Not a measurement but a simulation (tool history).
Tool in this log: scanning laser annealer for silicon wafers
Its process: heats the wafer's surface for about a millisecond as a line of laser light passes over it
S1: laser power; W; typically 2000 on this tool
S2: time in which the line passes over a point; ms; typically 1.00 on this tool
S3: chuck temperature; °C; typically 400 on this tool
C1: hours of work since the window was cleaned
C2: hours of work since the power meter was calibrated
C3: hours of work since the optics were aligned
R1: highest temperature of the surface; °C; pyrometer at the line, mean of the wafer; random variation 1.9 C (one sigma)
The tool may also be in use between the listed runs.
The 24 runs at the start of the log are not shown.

run,day,S1,S2,S3,C1,C2,C3,R1
25,71.017,1887,0.99,404,89,2223,611,1097
26,73.529,1887,0.99,404,119,2253,641,1093
27,75.871,1887,0.99,404,147,2281,669,1092
28,78.738,2000,1.00,399,182,2316,704,1132
29,81.362,1993,1.00,400,213,2347,735,1129
30,84.067,1993,1.00,373,246,2380,768,1099
# day 85.071: optics aligned, line set to its width
31,86.988,1993,1.00,373,278,2413,23,1114
32,88.858,2000,0.84,370,301,2435,46,1047
33,90.858,2000,0.74,400,325,2459,70,1030
34,93.238,1941,0.92,400,354,2488,98,1083
35,96.900,2000,1.00,370,398,2532,143,1105
36,100.688,1825,1.11,366,443,2578,188,1061
# day 100.950: window over the wafer cleaned
37,102.912,2000,1.20,372,24,2604,214,1199
38,104.525,1704,0.75,404,43,2623,233,948
39,106.262,1740,1.00,367,64,2644,254,1009
40,109.896,1740,1.15,369,108,2688,298,1058

Each row is a separate what-if for the run after 40, all from the same tool condition, not one after another. Results?
A,112.446,2000,1.03,400,138,2718,329,?
B,112.446,1970,0.87,429,138,2718,329,?
C,112.446,1930,0.84,403,138,2718,329,?
D,112.446,1723,0.78,393,138,2718,329,?

run,R1
A,1154
B,1109
C,1055
D,947
The same runs, with their run-to-run variation unchanged, on a tool lacking any hidden condition would have given:
run,R1
A,1186
B,1138
C,1082
D,970
